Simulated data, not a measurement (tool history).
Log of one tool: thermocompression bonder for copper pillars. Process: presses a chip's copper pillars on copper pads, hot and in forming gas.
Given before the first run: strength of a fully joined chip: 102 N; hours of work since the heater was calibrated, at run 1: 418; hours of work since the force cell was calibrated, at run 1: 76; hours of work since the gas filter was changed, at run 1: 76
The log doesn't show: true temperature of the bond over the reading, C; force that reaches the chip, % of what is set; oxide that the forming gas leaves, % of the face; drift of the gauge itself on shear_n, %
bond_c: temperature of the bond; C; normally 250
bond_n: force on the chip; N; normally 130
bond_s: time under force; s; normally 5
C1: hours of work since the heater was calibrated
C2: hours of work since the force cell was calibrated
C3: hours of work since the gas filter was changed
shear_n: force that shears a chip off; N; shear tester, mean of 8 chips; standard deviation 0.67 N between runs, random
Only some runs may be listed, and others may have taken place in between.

{"run": 1, "day": 0.0, "bond_c": 250, "bond_n": 130, "bond_s": 5, "C1": 418, "C2": 76, "C3": 76, "shear_n": 70}
{"run": 2, "day": 0.683, "bond_c": 227, "bond_n": 130, "bond_s": 5, "C1": 429, "C2": 87, "C3": 87, "shear_n": 56.7}
{"run": 3, "day": 1.233, "bond_c": 227, "bond_n": 130, "bond_s": 5, "C1": 438, "C2": 96, "C3": 96, "shear_n": 56}
{"run": 4, "day": 1.65, "bond_c": 245, "bond_n": 130, "bond_s": 5, "C1": 444, "C2": 102, "C3": 102, "shear_n": 65.8}
{"run": 5, "day": 2.067, "bond_c": 245, "bond_n": 130, "bond_s": 5, "C1": 451, "C2": 109, "C3": 109, "shear_n": 65.6}
{"run": 6, "day": 2.396, "bond_c": 245, "bond_n": 130, "bond_s": 5, "C1": 456, "C2": 114, "C3": 114, "shear_n": 65.8}
{"run": 7, "day": 2.996, "bond_c": 245, "bond_n": 130, "bond_s": 3, "C1": 466, "C2": 124, "C3": 124, "shear_n": 56.2}
{"run": 8, "day": 3.675, "bond_c": 245, "bond_n": 130, "bond_s": 8, "C1": 477, "C2": 135, "C3": 135, "shear_n": 72}
{"run": 9, "day": 4.162, "bond_c": 250, "bond_n": 130, "bond_s": 4, "C1": 485, "C2": 143, "C3": 143, "shear_n": 63.3}
{"run": 10, "day": 4.854, "bond_c": 250, "bond_n": 130, "bond_s": 4, "C1": 496, "C2": 154, "C3": 154, "shear_n": 61.9}
{"day": 4.917, "done": "forming gas filter changed"}
{"run": 11, "day": 5.525, "bond_c": 250, "bond_n": 130, "bond_s": 5, "C1": 506, "C2": 164, "C3": 10, "shear_n": 73.1}
{"run": 12, "day": 6.221, "bond_c": 267, "bond_n": 130, "bond_s": 5, "C1": 517, "C2": 175, "C3": 21, "shear_n": 79.9}
{"run": 13, "day": 6.683, "bond_c": 250, "bond_n": 130, "bond_s": 5, "C1": 524, "C2": 182, "C3": 28, "shear_n": 71.1}
{"run": 14, "day": 7.196, "bond_c": 250, "bond_n": 130, "bond_s": 5, "C1": 533, "C2": 191, "C3": 36, "shear_n": 71.4}
{"run": 15, "day": 7.892, "bond_c": 250, "bond_n": 105, "bond_s": 8, "C1": 544, "C2": 202, "C3": 47, "shear_n": 72.3}
{"run": 16, "day": 8.338, "bond_c": 250, "bond_n": 105, "bond_s": 8, "C1": 551, "C2": 209, "C3": 55, "shear_n": 69}
{"run": 17, "day": 8.729, "bond_c": 225, "bond_n": 130, "bond_s": 4, "C1": 557, "C2": 215, "C3": 61, "shear_n": 52.5}
{"run": 18, "day": 9.308, "bond_c": 238, "bond_n": 130, "bond_s": 6, "C1": 566, "C2": 224, "C3": 70, "shear_n": 66.9}
{"day": 9.446, "done": "heater calibrated with a thermocouple chip"}
{"run": 19, "day": 9.879, "bond_c": 238, "bond_n": 130, "bond_s": 6, "C1": 7, "C2": 232, "C3": 78, "shear_n": 69.4}
{"run": 20, "day": 10.296, "bond_c": 238, "bond_n": 130, "bond_s": 6, "C1": 14, "C2": 239, "C3": 84, "shear_n": 67.2}
{"run": 21, "day": 10.962, "bond_c": 238, "bond_n": 130, "bond_s": 6, "C1": 24, "C2": 249, "C3": 95, "shear_n": 68.4}
{"run": 22, "day": 11.517, "bond_c": 238, "bond_n": 130, "bond_s": 6, "C1": 33, "C2": 258, "C3": 104, "shear_n": 67.8}
{"run": 23, "day": 12.175, "bond_c": 241, "bond_n": 130, "bond_s": 5, "C1": 44, "C2": 269, "C3": 114, "shear_n": 66.2}
{"run": 24, "day": 12.492, "bond_c": 224, "bond_n": 127, "bond_s": 3, "C1": 49, "C2": 274, "C3": 120, "shear_n": 47.3}
{"run": 25, "day": 12.825, "bond_c": 224, "bond_n": 127, "bond_s": 3, "C1": 54, "C2": 279, "C3": 125, "shear_n": 47.5}
{"day": 13.254, "done": "heater calibrated with a thermocouple chip, once more"}
{"run": 26, "day": 13.279, "bond_c": 264, "bond_n": 127, "bond_s": 3, "C1": 0, "C2": 285, "C3": 131, "shear_n": 60.2}
{"run": 27, "day": 13.679, "bond_c": 264, "bond_n": 154, "bond_s": 3, "C1": 7, "C2": 291, "C3": 137, "shear_n": 65.9}
{"run": 28, "day": 14.308, "bond_c": 264, "bond_n": 133, "bond_s": 3, "C1": 17, "C2": 301, "C3": 147, "shear_n": 60.8}

Forecast each of these 3 alternatives for the next run:
{"day": 14.762, "done": "forming gas filter changed"}
{"run": "A", "day": 14.85, "bond_c": 250, "bond_n": 171, "bond_s": 5, "C1": 25, "C2": 310, "C3": 1, "shear_n": "?"}
{"day": 14.762, "done": "forming gas filter changed"}
{"run": "B", "day": 14.85, "bond_c": 227, "bond_n": 95, "bond_s": 14, "C1": 25, "C2": 310, "C3": 1, "shear_n": "?"}
{"day": 14.762, "done": "forming gas filter changed"}
{"run": "C", "day": 14.85, "bond_c": 264, "bond_n": 158, "bond_s": 3, "C1": 25, "C2": 310, "C3": 1, "shear_n": "?"}

run=A shear_n=78.5
run=B shear_n=60.5
run=C shear_n=75.2
The same runs, with their run-to-run variation unchanged, on a tool lacking any hidden condition would have given:
run=A shear_n=79.7
run=B shear_n=61.8
run=C shear_n=76.5
